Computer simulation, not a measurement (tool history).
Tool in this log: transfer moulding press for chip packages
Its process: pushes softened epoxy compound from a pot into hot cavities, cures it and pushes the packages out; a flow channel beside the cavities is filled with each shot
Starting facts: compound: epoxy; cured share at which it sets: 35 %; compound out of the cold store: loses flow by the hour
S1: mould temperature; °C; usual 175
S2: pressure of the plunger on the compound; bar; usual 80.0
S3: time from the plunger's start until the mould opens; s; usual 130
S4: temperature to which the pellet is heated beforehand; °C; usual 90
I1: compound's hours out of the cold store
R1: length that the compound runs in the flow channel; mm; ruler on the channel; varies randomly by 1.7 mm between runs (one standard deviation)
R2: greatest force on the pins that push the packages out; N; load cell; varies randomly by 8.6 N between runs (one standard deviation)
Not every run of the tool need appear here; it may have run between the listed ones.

| run | day | S1 | S2 | S3 | S4 | I1 | R1 | R2 |
|---|---|---|---|---|---|---|---|---|
| 1 | 0.000 | 175 | 80.0 | 130 | 90 | 9.1 | 1062 | 612 |
| 2 | 1.475 | 175 | 80.0 | 130 | 88 | 34.5 | 936 | 411 |
| 3 | 4.292 | 175 | 80.0 | 130 | 81 | 34.1 | 932 | 591 |
| 4 | 5.842 | 175 | 80.0 | 130 | 81 | 27.3 | 963 | 609 |
| 5 | 8.575 | 175 | 80.0 | 130 | 81 | 10.3 | 1039 | 508 |
| 6 | 11.933 | 175 | 80.0 | 134 | 90 | 12.6 | 1017 | 366 |
| 7 | 13.846 | 175 | 80.0 | 134 | 89 | 25.6 | 954 | 505 |
| 8 | 16.812 | 175 | 80.0 | 134 | 89 | 33.4 | 909 | 602 |
| 9 | 18.838 | 175 | 80.0 | 134 | 86 | 33.3 | 938 | 431 |
| 10 | 20.379 | 175 | 80.0 | 130 | 80 | 23.3 | 981 | 545 |
| 11 | 22.638 | 175 | 80.0 | 130 | 80 | 26.7 | 962 | 616 |
| 12 | 24.692 | 182 | 75.5 | 130 | 88 | 46.4 | 822 | 433 |
| 13 | 26.821 | 169 | 66.1 | 160 | 98 | 13.8 | 948 | 593 |
| 14 | 29.912 | 169 | 66.1 | 160 | 98 | 37.6 | 841 | 453 |
| 15 | 33.058 | 175 | 75.9 | 130 | 96 | 9.4 | 998 | 650 |
| 16 | 36.542 | 171 | 87.2 | 130 | 96 | 34.0 | 994 | 601 |
| 17 | 38.171 | 167 | 64.4 | 157 | 99 | 44.1 | 827 | 629 |
| 18 | 41.333 | 167 | 64.4 | 157 | 99 | 36.4 | 856 | 545 |
| 19 | 42.833 | 167 | 64.4 | 157 | 99 | 18.6 | 937 | 646 |
| 20 | 44.654 | 167 | 64.4 | 157 | 99 | 11.2 | 968 | 457 |
| 21 | 46.383 | 175 | 80.0 | 118 | 82 | 37.9 | 905 | 537 |
| 22 | 48.929 | 181 | 80.0 | 163 | 82 | 41.6 | 867 | 522 |

Between the runs listed above, the log contained 12 entries, not reproduced here. Where in the sequence does each belong, and how does what the log doesn't record of the tool's condition differ from the listed run before to the listed run after?
Logged between run 1 and run 2: cavities cleaned with cleaning compound and waxed (day 0.958)
  true mould temperature over the reading, C: 0.03 -> 0.04; pressure that reaches the compound, % of what is set: 99.62 -> 99.07; grip of the stained cavities, % over clean ones': 61.5 -> 14.2
  the result without the hidden state subtracted from the measured one, R1: -2 -> -5 mm; R2: +232 -> +52 N
Logged between run 4 and run 5: cavities cleaned with cleaning compound and waxed (day 6.500)
  true mould temperature over the reading, C: 0.09 -> 0.12; pressure that reaches the compound, % of what is set: 97.36 -> 96.37; grip of the stained cavities, % over clean ones': 69.3 -> 35.3
  the result without the hidden state subtracted from the measured one, R1: -14 -> -20 mm; R2: +248 -> +131 N
Logged between run 5 and run 6: cavities cleaned with cleaning compound and waxed (day 11.867)
  true mould temperature over the reading, C: 0.12 -> 0.15; pressure that reaches the compound, % of what is set: 96.37 -> 95.11; grip of the stained cavities, % over clean ones': 35.3 -> 2.8
  the result without the hidden state subtracted from the measured one, R1: -20 -> -26 mm; R2: +131 -> +8 N
Logged between run 8 and run 9: plunger's sealing rings changed (day 17.412); cavities cleaned with cleaning compound and waxed (day 17.475)
  true mould temperature over the reading, C: 0.21 -> 0.22; pressure that reaches the compound, % of what is set: 93.27 -> 98.85; grip of the stained cavities, % over clean ones': 67.5 -> 23.6
  the result without the hidden state subtracted from the measured one, R1: -33 -> -7 mm; R2: +242 -> +80 N
Logged between run 11 and run 12: cavities cleaned with cleaning compound and waxed (day 22.942)
  true mould temperature over the reading, C: 0.26 -> 0.29; pressure that reaches the compound, % of what is set: 97.4 -> 96.66; grip of the stained cavities, % over clean ones': 68.6 -> 32.6
  the result without the hidden state subtracted from the measured one, R1: -14 -> -15 mm; R2: +245 -> +107 N
Logged between run 13 and run 14: cavities cleaned with cleaning compound and waxed (day 28.317)
  true mould temperature over the reading, C: 0.31 -> 0.34; pressure that reaches the compound, % of what is set: 95.89 -> 94.76; grip of the stained cavities, % over clean ones': 57.6 -> 29.8
  the result without the hidden state subtracted from the measured one, R1: -22 -> -24 mm; R2: +212 -> +100 N
Logged between run 15 and run 16: cavities cleaned with cleaning compound and waxed (day 33.758); plunger's sealing rings changed (day 35.508)
  true mould temperature over the reading, C: 0.38 -> 0.41; pressure that reaches the compound, % of what is set: 93.54 -> 99.52; grip of the stained cavities, % over clean ones': 65.9 -> 45
  the result without the hidden state subtracted from the measured one, R1: -35 -> -5 mm; R2: +252 -> +179 N
Logged between run 17 and run 18: cavities cleaned with cleaning compound and waxed (day 39.279)
  true mould temperature over the reading, C: 0.43 -> 0.46; pressure that reaches the compound, % of what is set: 98.85 -> 97.67; grip of the stained cavities, % over clean ones': 61.7 -> 36.5
  the result without the hidden state subtracted from the measured one, R1: -7 -> -12 mm; R2: +232 -> +138 N
Logged between run 18 and run 19: mould's thermocouples calibrated (day 41.679)
  true mould temperature over the reading, C: 0.46 -> -0.36; pressure that reaches the compound, % of what is set: 97.67 -> 97.17; grip of the stained cavities, % over clean ones': 36.5 -> 54.8
  the result without the hidden state subtracted from the measured one, R1: -12 -> -12 mm; R2: +138 -> +238 N
Logged between run 19 and run 20: cavities cleaned with cleaning compound and waxed (day 44.654)
  true mould temperature over the reading, C: -0.36 -> -0.35; pressure that reaches the compound, % of what is set: 97.17 -> 96.52; grip of the stained cavities, % over clean ones': 54.8 -> 2.4
  the result without the hidden state subtracted from the measured one, R1: -12 -> -16 mm; R2: +238 -> +19 N
